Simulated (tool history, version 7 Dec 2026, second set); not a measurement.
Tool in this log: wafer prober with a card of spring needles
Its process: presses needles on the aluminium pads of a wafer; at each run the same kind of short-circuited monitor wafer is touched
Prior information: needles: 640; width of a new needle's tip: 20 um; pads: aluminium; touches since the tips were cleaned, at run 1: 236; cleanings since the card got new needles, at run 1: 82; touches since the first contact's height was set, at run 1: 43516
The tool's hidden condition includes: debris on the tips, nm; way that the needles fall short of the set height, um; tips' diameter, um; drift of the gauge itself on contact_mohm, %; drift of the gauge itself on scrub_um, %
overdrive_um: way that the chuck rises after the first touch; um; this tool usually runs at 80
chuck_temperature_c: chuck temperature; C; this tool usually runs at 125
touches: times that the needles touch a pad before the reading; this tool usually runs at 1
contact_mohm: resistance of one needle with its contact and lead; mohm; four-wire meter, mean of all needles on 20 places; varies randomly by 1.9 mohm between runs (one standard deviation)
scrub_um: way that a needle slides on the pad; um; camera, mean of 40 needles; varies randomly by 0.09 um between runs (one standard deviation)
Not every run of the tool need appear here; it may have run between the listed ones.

| run | day | overdrive_um | chuck_temperature_c | touches | touches since the tips were cleaned | cleanings since the card got new needles | touches since the first contact's height was set | contact_mohm | scrub_um |
|---|---|---|---|---|---|---|---|---|---|
| 1 | 0.000 | 80 | 125 | 1 | 236 | 82 | 43516 | 217 | 18.03 |
|  | 0.175 | tips cleaned on abrasive film |
|  | 0.346 | tips cleaned on abrasive film |
|  | 0.521 | tips cleaned on abrasive film |
| 2 | 0.671 | 71 | 125 | 1 | 1706 | 85 | 50993 | 272 | 15.73 |
|  | 0.717 | tips cleaned on abrasive film |
|  | 0.892 | tips cleaned on abrasive film |
|  | 1.104 | tips cleaned on abrasive film |
|  | 1.321 | tips cleaned on abrasive film |
|  | 1.538 | tips cleaned on abrasive film |
| 3 | 1.654 | 71 | 125 | 1 | 1332 | 90 | 61943 | 260 | 15.60 |
|  | 1.742 | tips cleaned on abrasive film |
|  | 1.917 | tips cleaned on abrasive film |
|  | 2.133 | tips cleaned on abrasive film |
| 4 | 2.242 | 71 | 125 | 1 | 1253 | 93 | 68486 | 257 | 15.86 |
|  | 2.329 | tips cleaned on abrasive film |
|  | 2.546 | tips cleaned on abrasive film |
|  | 2.762 | tips cleaned on abrasive film |
|  | 2.933 | tips cleaned on abrasive film |
| 5 | 3.062 | 80 | 125 | 2 | 1447 | 97 | 77626 | 236 | 17.46 |
|  | 3.146 | tips cleaned on abrasive film |
|  | 3.321 | tips cleaned on abrasive film |
|  | 3.496 | tips cleaned on abrasive film |
| 6 | 3.650 | 80 | 125 | 2 | 1768 | 100 | 84167 | 239 | 17.43 |
|  | 3.696 | tips cleaned on abrasive film |
|  | 3.871 | tips cleaned on abrasive film |
|  | 4.083 | tips cleaned on abrasive film |
| 7 | 4.150 | 80 | 125 | 2 | 753 | 103 | 89729 | 226 | 17.40 |
|  | 4.283 | tips cleaned on abrasive film |
|  | 4.454 | tips cleaned on abrasive film |
|  | 4.633 | tips cleaned on abrasive film |
| 8 | 4.633 | 80 | 125 | 1 | 0 | 106 | 95085 | 215 | 17.53 |
|  | 4.850 | tips cleaned on abrasive film |
|  | 5.025 | tips cleaned on abrasive film |
|  | 5.196 | tips cleaned on abrasive film |
|  | 5.371 | tips cleaned on abrasive film |
|  | 5.588 | tips cleaned on abrasive film |
|  | 5.758 | tips cleaned on abrasive film |
| 9 | 5.771 | 80 | 125 | 1 | 137 | 112 | 107720 | 215 | 17.18 |
|  | 5.946 | tips cleaned on abrasive film |
|  | 6.158 | tips cleaned on abrasive film |
|  | 6.375 | tips cleaned on abrasive film |
| 10 | 6.512 | 80 | 125 | 1 | 1554 | 115 | 116007 | 258 | 17.05 |
|  | 6.558 | tips cleaned on abrasive film |
|  | 6.733 | tips cleaned on abrasive film |
|  | 6.946 | tips cleaned on abrasive film |
|  | 7.162 | tips cleaned on abrasive film |
|  | 7.379 | tips cleaned on abrasive film |
|  | 7.550 | tips cleaned on abrasive film |
| 11 | 7.688 | 80 | 42 | 1 | 1546 | 121 | 129091 | 252 | 17.10 |
|  | 7.733 | tips cleaned on abrasive film |
|  | 7.950 | tips cleaned on abrasive film |
|  | 8.167 | tips cleaned on abrasive film |
| 12 | 8.183 | 80 | 42 | 1 | 211 | 124 | 134590 | 208 | 16.75 |
|  | 8.325 | height of the first contact set anew |
|  | 8.371 | tips cleaned on abrasive film |
|  | 8.583 | tips cleaned on abrasive film |
| 13 | 8.729 | 80 | 42 | 1 | 1646 | 126 | 4533 | 243 | 18.48 |
|  | 8.775 | tips cleaned on abrasive film |
|  | 8.950 | tips cleaned on abrasive film |
|  | 9.167 | tips cleaned on abrasive film |
|  | 9.379 | tips cleaned on abrasive film |
|  | 9.554 | tips cleaned on abrasive film |
| 14 | 9.708 | 63 | 60 | 1 | 1748 | 131 | 15419 | 278 | 14.39 |
|  | 9.754 | tips cleaned on abrasive film |
|  | 9.971 | tips cleaned on abrasive film |
|  | 10.142 | tips cleaned on abrasive film |
|  | 10.358 | tips cleaned on abrasive film |
| 15 | 10.450 | 72 | 102 | 2 | 1031 | 135 | 23664 | 231 | 16.41 |
|  | 10.538 | tips cleaned on abrasive film |
|  | 10.754 | tips cleaned on abrasive film |
|  | 10.971 | tips cleaned on abrasive film |
|  | 11.142 | tips cleaned on abrasive film |
|  | 11.358 | tips cleaned on abrasive film |
| 16 | 11.417 | 67 | 65 | 1 | 648 | 140 | 34410 | 237 | 15.12 |
|  | 11.546 | tips cleaned on abrasive film |
|  | 11.721 | tips cleaned on abrasive film |
|  | 11.933 | tips cleaned on abrasive film |
|  | 12.108 | tips cleaned on abrasive film |
| 17 | 12.192 | 67 | 65 | 1 | 927 | 144 | 43030 | 252 | 15.10 |
|  | 12.321 | tips cleaned on abrasive film |
|  | 12.538 | tips cleaned on abrasive film |
|  | 12.754 | tips cleaned on abrasive film |
|  | 12.929 | tips cleaned on abrasive film |
| 18 | 12.929 | 94 | 28 | 1 | 0 | 148 | 51240 | 185 | 21.18 |
|  | 13.142 | tips cleaned on abrasive film |
|  | 13.358 | tips cleaned on abrasive film |
|  | 13.533 | tips cleaned on abrasive film |
| 19 | 13.654 | 68 | 28 | 2 | 1389 | 151 | 59354 | 235 | 14.93 |
|  | 13.742 | tips cleaned on abrasive film |
|  | 13.958 | tips cleaned on abrasive film |
|  | 14.175 | tips cleaned on abrasive film |
|  | 14.392 | tips cleaned on abrasive film |
|  | 14.562 | tips cleaned on abrasive film |
| 20 | 14.625 | 83 | 83 | 1 | 713 | 156 | 70165 | 231 | 18.50 |
|  | 14.758 | tips cleaned on abrasive film |
|  | 14.929 | tips cleaned on abrasive film |
|  | 15.146 | tips cleaned on abrasive film |
|  | 15.321 | tips cleaned on abrasive film |
| 21 | 15.392 | 85 | 76 | 1 | 820 | 160 | 78678 | 230 | 18.71 |
|  | 15.521 | tips cleaned on abrasive film |
|  | 15.738 | tips cleaned on abrasive film |
| 22 | 15.900 | 85 | 76 | 1 | 1825 | 162 | 84350 | 252 | 18.77 |
|  | 15.946 | tips cleaned on abrasive film |
|  | 16.162 | tips cleaned on abrasive film |
|  | 16.333 | tips cleaned on abrasive film |
| 23 | 16.388 | 92 | 76 | 2 | 585 | 165 | 89744 | 209 | 20.46 |
|  | 16.517 | tips cleaned on abrasive film |
|  | 16.733 | tips cleaned on abrasive film |
|  | 16.950 | tips cleaned on abrasive film |
|  | 17.162 | tips cleaned on abrasive film |
|  | 17.338 | tips cleaned on abrasive film |
| 24 | 17.338 | 80 | 68 | 1 | 0 | 170 | 100355 | 198 | 17.28 |
|  | 17.512 | tips cleaned on abrasive film |
|  | 17.688 | tips cleaned on abrasive film |
|  | 17.904 | tips cleaned on abrasive film |
| 25 | 17.983 | 80 | 68 | 1 | 945 | 173 | 107557 | 238 | 17.40 |
|  | 18.117 | tips cleaned on abrasive film |
|  | 18.333 | tips cleaned on abrasive film |
|  | 18.504 | tips cleaned on abrasive film |
|  | 18.721 | tips cleaned on abrasive film |
|  | 18.896 | tips cleaned on abrasive film |
|  | 19.088 | tips cleaned on abrasive film |
| 26 | 19.088 | 84 | 125 | 2 | 0 | 179 | 119816 | 217 | 18.16 |

Forecast each of these 4 alternatives for the next run:
|  | 19.262 | tips cleaned on abrasive film |
|  | 19.479 | tips cleaned on abrasive film |
|  | 19.692 | tips cleaned on abrasive film |
| A | 19.771 | 94 | 125 | 2 | 893 | 182 | 127441 | ? | ? |
|  | 19.262 | tips cleaned on abrasive film |
|  | 19.479 | tips cleaned on abrasive film |
|  | 19.692 | tips cleaned on abrasive film |
| B | 19.771 | 85 | 68 | 2 | 893 | 182 | 127441 | ? | ? |
|  | 19.262 | tips cleaned on abrasive film |
|  | 19.479 | tips cleaned on abrasive film |
|  | 19.692 | tips cleaned on abrasive film |
| C | 19.771 | 72 | 110 | 3 | 893 | 182 | 127441 | ? | ? |
|  | 19.262 | tips cleaned on abrasive film |
|  | 19.479 | tips cleaned on abrasive film |
|  | 19.692 | tips cleaned on abrasive film |
| D | 19.771 | 80 | 33 | 2 | 893 | 182 | 127441 | ? | ? |

| run | contact_mohm | scrub_um |
|---|---|---|
| A | 222 | 20.31 |
| B | 225 | 18.13 |
| C | 230 | 15.22 |
| D | 221 | 16.90 |
Without the tool's hidden state the same runs would have given:
| run | contact_mohm | scrub_um |
|---|---|---|
| A | 199 | 21.74 |
| B | 196 | 19.56 |
| C | 204 | 16.66 |
| D | 188 | 18.32 |

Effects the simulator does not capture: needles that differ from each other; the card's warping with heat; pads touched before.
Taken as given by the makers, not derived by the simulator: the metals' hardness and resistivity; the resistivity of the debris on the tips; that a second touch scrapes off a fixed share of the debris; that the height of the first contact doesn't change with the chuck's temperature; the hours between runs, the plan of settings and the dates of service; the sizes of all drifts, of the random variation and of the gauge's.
